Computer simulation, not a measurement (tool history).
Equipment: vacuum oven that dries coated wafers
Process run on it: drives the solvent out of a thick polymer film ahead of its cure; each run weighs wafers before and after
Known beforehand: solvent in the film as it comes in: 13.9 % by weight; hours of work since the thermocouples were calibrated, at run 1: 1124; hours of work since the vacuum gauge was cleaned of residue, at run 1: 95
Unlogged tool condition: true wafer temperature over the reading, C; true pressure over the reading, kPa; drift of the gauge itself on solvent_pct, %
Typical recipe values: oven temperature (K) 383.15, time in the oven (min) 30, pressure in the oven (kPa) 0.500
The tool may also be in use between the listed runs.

run   hour  oven temperature (K)  time in the oven (min)  pressure in the oven (kPa)  hours of work since the thermocouples were calibrated  hours of work since the vacuum gauge was cleaned of residue  solvent left in the film (%)
  1    0.0                383.15                      30                       0.500                                                   1124                                                           95                          2.84
  2   33.7                377.15                      30                       0.500                                                   1138                                                          110                          4.30
  3   56.7                383.15                      30                       0.500                                                   1149                                                          120                          2.86
  4   74.8                383.15                      30                       0.500                                                   1156                                                          128                          2.82
  5   97.7                383.15                      30                       0.500                                                   1166                                                          138                          2.83
  6  125.4                383.15                      30                       0.500                                                   1179                                                          150                          2.85
  7  142.0                383.15                      30                       0.500                                                   1186                                                          157                          2.83
  8  176.6                383.15                      30                       0.500                                                   1201                                                          172                          2.84
  9  201.8                383.15                      30                       0.500                                                   1212                                                          183                          2.82
 10  231.7                383.15                      30                       0.500                                                   1225                                                          196                          2.85
 11  262.5                383.15                      30                       0.500                                                   1239                                                          210                          2.83
 12  286.3                383.15                      18                       0.500                                                   1249                                                          220                          4.82
 13  307.9                383.15                      30                       0.500                                                   1259                                                          230                          2.83
 14  344.2                383.15                      30                       0.500                                                   1274                                                          246                          2.85
     348.6  -- vacuum gauge cleaned of residue and calibrated
 15  368.0                371.15                      23                       0.372                                                   1284                                                            8                          6.72
     378.9  -- oven's thermocouples calibrated
 16  400.4                383.15                      19                       0.449                                                      9                                                           22                          4.85
 17  435.5                396.15                      24                       0.252                                                     25                                                           37                          1.21
 18  459.4                383.15                      30                       0.334                                                     35                                                           48                          2.95
 19  475.3                383.15                      30                       0.506                                                     42                                                           55                          3.01
 20  506.0                384.15                      20                       1.947                                                     56                                                           68                          4.97
 21  522.6                384.15                      20                       1.947                                                     63                                                           75                          4.96
 22  548.0                382.15                      30                       0.393                                                     74                                                           86                          3.19
 23  570.0                383.15                      49                       0.500                                                     84                                                           96                          1.42
     580.8  -- vacuum gauge cleaned of residue and calibrated, once more
 24  597.4                381.15                      30                       0.500                                                     95                                                            7                          3.46
 25  615.5                381.15                      19                       0.452                                                    103                                                           15                          5.25

5 ways to go on from here, each from the tool as it stands after run 25. What would each give?
  A  645.5                383.15                      29                       0.500                                                    116                                                           28                             ?
  B  645.5                381.15                      27                       0.452                                                    116                                                           28                             ?
  C  645.5                395.15                      47                       0.500                                                    116                                                           28                             ?
  D  645.5                379.15                      49                       0.657                                                    116                                                           28                             ?
  E  645.5                373.15                      22                       0.306                                                    116                                                           28                             ?

run  solvent left in the film (%)
  A                          3.11
  B                          3.83
  C                          0.33
  D                          2.20
  E                          6.58
Take away the tool's hidden state, keep each run's random variation, and the runs would have read:
run  solvent left in the film (%)
  A                          3.16
  B                          3.88
  C                          0.34
  D                          2.24
  E                          6.63
